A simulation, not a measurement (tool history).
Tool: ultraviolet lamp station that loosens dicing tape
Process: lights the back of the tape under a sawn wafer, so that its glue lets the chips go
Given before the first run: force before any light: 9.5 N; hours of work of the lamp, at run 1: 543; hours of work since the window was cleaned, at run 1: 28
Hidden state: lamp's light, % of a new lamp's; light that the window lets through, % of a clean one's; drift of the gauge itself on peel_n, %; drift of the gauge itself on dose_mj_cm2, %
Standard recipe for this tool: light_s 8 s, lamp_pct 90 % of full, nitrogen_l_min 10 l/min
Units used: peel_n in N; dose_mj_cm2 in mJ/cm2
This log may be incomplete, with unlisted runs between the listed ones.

| run | hour | light_s | lamp_pct | nitrogen_l_min | hours of work of the lamp | hours of work since the window was cleaned | peel_n | dose_mj_cm2 |
|---|---|---|---|---|---|---|---|---|
| 1 | 0 | 8 | 90 | 10 | 543 | 28 | 0.965 | 306 |
| 2 | 46.6 | 8 | 90 | 10 | 579 | 65 | 0.985 | 304 |
| 3 | 69.7 | 8 | 90 | 10 | 598 | 83 | 1.002 | 300 |
| 4 | 110.9 | 8 | 90 | 10 | 630 | 115 | 1.039 | 297 |
| 5 | 137.4 | 8 | 90 | 10 | 650 | 136 | 1.023 | 297 |
| 6 | 172.4 | 8 | 90 | 10 | 678 | 163 | 1.069 | 288 |
| 7 | 194.9 | 14 | 90 | 10 | 695 | 180 | 0.336 | 500 |
| 8 | 218.8 | 8 | 90 | 4 | 714 | 199 | 2.145 | 280 |
| 9 | 264.1 | 8 | 90 | 3 | 749 | 234 | 2.624 | 275 |
| 10 | 290.1 | 8 | 90 | 3 | 769 | 255 | 2.69 | 279 |
| 11 | 329.6 | 8 | 90 | 3 | 800 | 285 | 2.693 | 275 |
| 12 | 366.5 | 8 | 90 | 3 | 829 | 314 | 2.768 | 265 |
| 13 | 412.6 | 8 | 90 | 3 | 865 | 350 | 2.822 | 263 |
| 14 | 456.3 | 8 | 90 | 10 | 899 | 384 | 1.273 | 261 |
|  | 486.4 | window cleaned of glue's vapour |
| 15 | 494.5 | 8 | 90 | 10 | 929 | 6 | 1.426 | 245 |
| 16 | 537.8 | 8 | 92 | 10 | 962 | 40 | 1.462 | 242 |
| 17 | 580.4 | 8 | 92 | 10 | 995 | 73 | 1.506 | 241 |
| 18 | 611.4 | 8 | 92 | 10 | 1020 | 97 | 1.543 | 239 |
| 19 | 646.9 | 8 | 90 | 10 | 1047 | 125 | 1.628 | 228 |
|  | 664.6 | window cleaned of glue's vapour, once more |
| 20 | 678.1 | 8 | 90 | 10 | 1071 | 11 | 1.28 | 263 |
| 21 | 722.1 | 8 | 90 | 10 | 1106 | 45 | 1.349 | 262 |
| 22 | 771.9 | 8 | 90 | 15 | 1145 | 84 | 1.058 | 255 |
| 23 | 806.8 | 8 | 65 | 5 | 1172 | 111 | 3.421 | 179 |
| 24 | 832.9 | 8 | 65 | 5 | 1192 | 131 | 3.487 | 175 |
| 25 | 867.6 | 8 | 60 | 10 | 1219 | 158 | 2.637 | 157 |
|  | 891.3 | lamp changed |
| 26 | 919 | 8 | 84 | 3 | 22 | 198 | 2.207 | 319 |
| 27 | 960 | 6 | 63 | 4 | 54 | 230 | 3.84 | 178 |
| 28 | 987.4 | 4 | 90 | 14 | 75 | 251 | 2.198 | 167 |
| 29 | 1012.4 | 10 | 96 | 13 | 94 | 271 | 0.358 | 445 |
| 30 | 1055.7 | 10 | 96 | 13 | 128 | 304 | 0.372 | 427 |
| 31 | 1087.9 | 6 | 99 | 10 | 153 | 329 | 1.237 | 262 |
| 32 | 1137.1 | 6 | 93 | 19 | 192 | 368 | 0.967 | 245 |
| 33 | 1177.9 | 6 | 93 | 19 | 223 | 400 | 0.937 | 240 |
|  | 1188.6 | window cleaned of glue's vapour |
| 34 | 1204 | 8 | 90 | 4 | 244 | 12 | 1.643 | 337 |
| 35 | 1246 | 15 | 69 | 4 | 276 | 45 | 0.833 | 476 |
| 36 | 1288.3 | 7 | 72 | 19 | 309 | 78 | 1.055 | 234 |
| 37 | 1327.9 | 7 | 72 | 19 | 340 | 109 | 1.089 | 225 |
| 38 | 1375.6 | 8 | 90 | 15 | 377 | 146 | 0.654 | 319 |
| 39 | 1414.6 | 14 | 93 | 15 | 408 | 176 | 0.215 | 566 |
| 40 | 1468.1 | 14 | 93 | 15 | 449 | 218 | 0.218 | 559 |
| 41 | 1510.6 | 8 | 85 | 8 | 483 | 251 | 1.355 | 289 |
| 42 | 1547.9 | 8 | 85 | 8 | 512 | 280 | 1.373 | 281 |

5 ways to go on from here, each from the tool as it stands after run 42. What would each give?
| A | 1569.5 | 8 | 79 | 10 | 529 | 297 | ? | ? |
| B | 1569.5 | 5 | 90 | 5 | 529 | 297 | ? | ? |
| C | 1569.5 | 8 | 98 | 8 | 529 | 297 | ? | ? |
| D | 1569.5 | 6 | 82 | 10 | 529 | 297 | ? | ? |
| E | 1569.5 | 10 | 61 | 8 | 529 | 297 | ? | ? |

| run | peel_n | dose_mj_cm2 |
|---|---|---|
| A | 1.309 | 265 |
| B | 3.213 | 184 |
| C | 1.043 | 320 |
| D | 1.944 | 197 |
| E | 1.634 | 250 |
What these runs would have given with no unlogged condition in the tool:
| run | peel_n | dose_mj_cm2 |
|---|---|---|
| A | 0.882 | 323 |
| B | 2.547 | 225 |
| C | 0.683 | 391 |
| D | 1.402 | 242 |
| E | 1.138 | 306 |

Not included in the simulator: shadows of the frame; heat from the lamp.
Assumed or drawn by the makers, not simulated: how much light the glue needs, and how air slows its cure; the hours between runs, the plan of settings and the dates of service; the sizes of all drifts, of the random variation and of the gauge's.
